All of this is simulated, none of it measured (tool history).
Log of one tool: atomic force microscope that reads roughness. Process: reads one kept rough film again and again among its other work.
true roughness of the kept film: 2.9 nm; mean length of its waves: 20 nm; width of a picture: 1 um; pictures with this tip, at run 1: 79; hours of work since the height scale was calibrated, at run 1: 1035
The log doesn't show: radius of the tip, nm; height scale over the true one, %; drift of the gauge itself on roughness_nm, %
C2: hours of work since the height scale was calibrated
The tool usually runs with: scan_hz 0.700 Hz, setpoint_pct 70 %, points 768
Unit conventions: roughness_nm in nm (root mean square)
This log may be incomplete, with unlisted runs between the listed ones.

{"run": 1, "hour": 0.0, "scan_hz": 0.7, "setpoint_pct": 70, "points": 768, "pictures with this tip": 79, "C2": 1035, "roughness_nm": 2.179}
{"hour": 15.7, "done": "new tip fitted"}
{"run": 2, "hour": 65.9, "scan_hz": 0.7, "setpoint_pct": 70, "points": 768, "pictures with this tip": 48, "C2": 1071, "roughness_nm": 2.198}
{"hour": 112.8, "done": "new tip fitted"}
{"run": 3, "hour": 120.0, "scan_hz": 0.7, "setpoint_pct": 70, "points": 768, "pictures with this tip": 7, "C2": 1101, "roughness_nm": 2.194}
{"run": 4, "hour": 150.7, "scan_hz": 0.7, "setpoint_pct": 70, "points": 768, "pictures with this tip": 37, "C2": 1118, "roughness_nm": 2.177}
{"run": 5, "hour": 185.1, "scan_hz": 0.7, "setpoint_pct": 70, "points": 768, "pictures with this tip": 70, "C2": 1138, "roughness_nm": 2.195}
{"hour": 211.5, "done": "new tip fitted"}
{"run": 6, "hour": 220.1, "scan_hz": 0.7, "setpoint_pct": 70, "points": 768, "pictures with this tip": 9, "C2": 1157, "roughness_nm": 2.196}
{"run": 7, "hour": 253.4, "scan_hz": 0.7, "setpoint_pct": 73, "points": 768, "pictures with this tip": 41, "C2": 1175, "roughness_nm": 2.189}
{"hour": 305.8, "done": "new tip fitted"}
{"run": 8, "hour": 325.2, "scan_hz": 0.7, "setpoint_pct": 73, "points": 768, "pictures with this tip": 19, "C2": 1215, "roughness_nm": 2.195}
{"run": 9, "hour": 391.6, "scan_hz": 0.7, "setpoint_pct": 73, "points": 768, "pictures with this tip": 83, "C2": 1252, "roughness_nm": 2.184}
{"hour": 404.0, "done": "new tip fitted"}
{"run": 10, "hour": 456.5, "scan_hz": 0.7, "setpoint_pct": 73, "points": 768, "pictures with this tip": 51, "C2": 1288, "roughness_nm": 2.182}
{"hour": 502.3, "done": "new tip fitted"}
{"run": 11, "hour": 522.4, "scan_hz": 3.884, "setpoint_pct": 70, "points": 768, "pictures with this tip": 20, "C2": 1325, "roughness_nm": 1.978}
{"run": 12, "hour": 583.8, "scan_hz": 0.7, "setpoint_pct": 70, "points": 437, "pictures with this tip": 80, "C2": 1359, "roughness_nm": 2.181}
{"hour": 600.9, "done": "new tip fitted"}
{"run": 13, "hour": 644.4, "scan_hz": 0.7, "setpoint_pct": 70, "points": 437, "pictures with this tip": 42, "C2": 1393, "roughness_nm": 2.181}
{"hour": 697.2, "done": "new tip fitted"}
{"run": 14, "hour": 697.2, "scan_hz": 1.705, "setpoint_pct": 81, "points": 258, "pictures with this tip": 0, "C2": 1422, "roughness_nm": 1.964}
{"run": 15, "hour": 746.1, "scan_hz": 0.869, "setpoint_pct": 59, "points": 768, "pictures with this tip": 48, "C2": 1449, "roughness_nm": 2.218}
{"hour": 794.6, "done": "new tip fitted"}
{"run": 16, "hour": 799.9, "scan_hz": 0.869, "setpoint_pct": 59, "points": 768, "pictures with this tip": 5, "C2": 1479, "roughness_nm": 2.211}
{"run": 17, "hour": 874.9, "scan_hz": 1.738, "setpoint_pct": 70, "points": 286, "pictures with this tip": 78, "C2": 1521, "roughness_nm": 2.058}
{"hour": 895.5, "done": "new tip fitted"}
{"run": 18, "hour": 940.7, "scan_hz": 1.738, "setpoint_pct": 70, "points": 286, "pictures with this tip": 44, "C2": 1557, "roughness_nm": 2.051}
{"hour": 993.7, "done": "new tip fitted"}
{"run": 19, "hour": 1013.1, "scan_hz": 2.85, "setpoint_pct": 58, "points": 305, "pictures with this tip": 19, "C2": 1597, "roughness_nm": 2.101}
{"run": 20, "hour": 1043.8, "scan_hz": 2.85, "setpoint_pct": 58, "points": 360, "pictures with this tip": 49, "C2": 1615, "roughness_nm": 2.12}
{"run": 21, "hour": 1087.2, "scan_hz": 2.85, "setpoint_pct": 58, "points": 360, "pictures with this tip": 91, "C2": 1639, "roughness_nm": 2.09}
{"hour": 1093.4, "done": "new tip fitted"}
{"run": 22, "hour": 1122.6, "scan_hz": 2.85, "setpoint_pct": 58, "points": 360, "pictures with this tip": 29, "C2": 1658, "roughness_nm": 2.129}
{"run": 23, "hour": 1171.6, "scan_hz": 2.85, "setpoint_pct": 58, "points": 360, "pictures with this tip": 77, "C2": 1686, "roughness_nm": 2.111}
{"hour": 1191.3, "done": "new tip fitted"}
{"run": 24, "hour": 1211.6, "scan_hz": 2.85, "setpoint_pct": 58, "points": 360, "pictures with this tip": 20, "C2": 1708, "roughness_nm": 2.11}
{"run": 25, "hour": 1253.3, "scan_hz": 2.85, "setpoint_pct": 58, "points": 360, "pictures with this tip": 61, "C2": 1731, "roughness_nm": 2.107}
{"hour": 1288.4, "done": "new tip fitted"}
{"run": 26, "hour": 1288.4, "scan_hz": 0.7, "setpoint_pct": 57, "points": 768, "pictures with this tip": 0, "C2": 1750, "roughness_nm": 2.214}

Each row is a separate what-if for the run after 26, all from the same tool condition, not one after another. Results?
{"run": "A", "hour": 1330.4, "scan_hz": 1.278, "setpoint_pct": 70, "points": 553, "pictures with this tip": 40, "C2": 1774, "roughness_nm": "?"}
{"run": "B", "hour": 1330.4, "scan_hz": 0.7, "setpoint_pct": 65, "points": 768, "pictures with this tip": 40, "C2": 1774, "roughness_nm": "?"}
{"run": "C", "hour": 1330.4, "scan_hz": 0.7, "setpoint_pct": 56, "points": 282, "pictures with this tip": 40, "C2": 1774, "roughness_nm": "?"}
{"run": "D", "hour": 1330.4, "scan_hz": 1.472, "setpoint_pct": 70, "points": 768, "pictures with this tip": 40, "C2": 1774, "roughness_nm": "?"}

run=A roughness_nm=2.140
run=B roughness_nm=2.192
run=C roughness_nm=2.162
run=D roughness_nm=2.128
Without the tool's unlogged condition, the same runs would have read:
run=A roughness_nm=2.143
run=B roughness_nm=2.195
run=C roughness_nm=2.166
run=D roughness_nm=2.131
